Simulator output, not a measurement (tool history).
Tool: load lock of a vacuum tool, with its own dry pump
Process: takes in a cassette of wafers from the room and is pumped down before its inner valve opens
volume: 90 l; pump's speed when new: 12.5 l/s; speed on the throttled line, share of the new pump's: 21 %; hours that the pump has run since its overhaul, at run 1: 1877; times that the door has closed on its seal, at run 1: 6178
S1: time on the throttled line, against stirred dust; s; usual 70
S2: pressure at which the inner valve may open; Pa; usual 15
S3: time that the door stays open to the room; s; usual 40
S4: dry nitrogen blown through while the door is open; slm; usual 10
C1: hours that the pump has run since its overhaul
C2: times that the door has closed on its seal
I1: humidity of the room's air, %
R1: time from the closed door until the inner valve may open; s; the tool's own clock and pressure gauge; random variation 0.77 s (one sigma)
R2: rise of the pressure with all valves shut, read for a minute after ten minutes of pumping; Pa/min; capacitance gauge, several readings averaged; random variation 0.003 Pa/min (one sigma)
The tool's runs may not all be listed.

Run 1, hour 0: usual settings; C1 1877; C2 6178; I1 46.4. Result: R1 119.9 s, R2 0.02 Pa/min.
Run 2, hour 150.7: usual settings but S2 11 Pa; C1 2028; C2 6604; I1 48.2. Result: R1 122.1 s, R2 0.02 Pa/min.
Run 3, hour 295.5: usual settings but S2 18 Pa; C1 2173; C2 7015; I1 45.1. Result: R1 117.8 s, R2 0.023 Pa/min.
Run 4, hour 414: usual settings but S2 18 Pa; C1 2291; C2 7351; I1 43.9. Result: R1 116.8 s, R2 0.02 Pa/min.
Run 5, hour 560: usual settings but S2 18 Pa; C1 2437; C2 7764; I1 45. Result: R1 117.9 s, R2 0.021 Pa/min.
Run 6, hour 764.5: usual settings; C1 2642; C2 8344; I1 46.6. Result: R1 119.3 s, R2 0.023 Pa/min.
Run 7, hour 965.5: usual settings but S4 5 slm; C1 2843; C2 8913; I1 42.1. Result: R1 120.2 s, R2 0.027 Pa/min.
Run 8, hour 1152.2: usual settings but S4 5 slm; C1 3029; C2 9442; I1 46. Result: R1 119 s, R2 0.025 Pa/min.
Run 9, hour 1356.7: usual settings; C1 3234; C2 10022; I1 44.7. Result: R1 119.2 s, R2 0.021 Pa/min.
Run 10, hour 1481.6: usual settings but S2 12 Pa; C1 3359; C2 10376; I1 44.3. Result: R1 120.7 s, R2 0.021 Pa/min.
Run 11, hour 1580.9: usual settings but S1 133 s, S2 14 Pa, S3 32 s; C1 3458; C2 10657; I1 47.9. Result: R1 169 s, R2 0.024 Pa/min.
Run 12, hour 1683.7: usual settings but S1 54 s, S4 25 slm; C1 3561; C2 10948; I1 43. Result: R1 105.4 s, R2 0.011 Pa/min.
Run 13, hour 1849.7: usual settings but S1 41 s, S2 12 Pa, S3 121 s, S4 15 slm; C1 3727; C2 11418; I1 42.5. Result: R1 97.2 s, R2 0.031 Pa/min.
Run 14, hour 1983.1: usual settings but S3 29 s, S4 15 slm; C1 3860; C2 11796; I1 44.7. Result: R1 118.5 s, R2 0.018 Pa/min.
Run 15, hour 2202.4: usual settings but S3 134 s; C1 4080; C2 12418; I1 43.3. Result: R1 119.4 s, R2 0.034 Pa/min.
Run 16, hour 2346.4: usual settings but S1 46 s, S3 134 s; C1 4224; C2 12826; I1 42.8. Result: R1 99.8 s, R2 0.03 Pa/min.
Run 17, hour 2499.7: usual settings but S1 46 s, S2 12 Pa, S3 164 s; C1 4377; C2 13260; I1 45.7. Result: R1 101.4 s, R2 0.04 Pa/min.

4 ways to go on from here, each from the tool as it stands after run 17. What would each give?
Run A, hour 2723.1: usual settings but S1 46 s, S2 12 Pa, S3 142 s; C1 4600; C2 13893; I1 44.4. Result: R1 ?, R2 ?.
Run B, hour 2723.1: usual settings but S1 56 s, S2 21 Pa, S4 38 slm; C1 4600; C2 13893; I1 46.6. Result: R1 ?, R2 ?.
Run C, hour 2723.1: usual settings but S1 62 s, S2 20 Pa; C1 4600; C2 13893; I1 47.1. Result: R1 ?, R2 ?.
Run D, hour 2723.1: usual settings but S2 10 Pa, S4 37 slm; C1 4600; C2 13893; I1 46.2. Result: R1 ?, R2 ?.

run     R1     R2
  A  101.4  0.031
  B    106  0.016
  C    111  0.028
  D  121.8  0.008
Without the tool's hidden state the same runs would have given:
run     R1     R2
  A  101.4  0.031
  B    106  0.015
  C    111  0.027
  D  121.7  0.008

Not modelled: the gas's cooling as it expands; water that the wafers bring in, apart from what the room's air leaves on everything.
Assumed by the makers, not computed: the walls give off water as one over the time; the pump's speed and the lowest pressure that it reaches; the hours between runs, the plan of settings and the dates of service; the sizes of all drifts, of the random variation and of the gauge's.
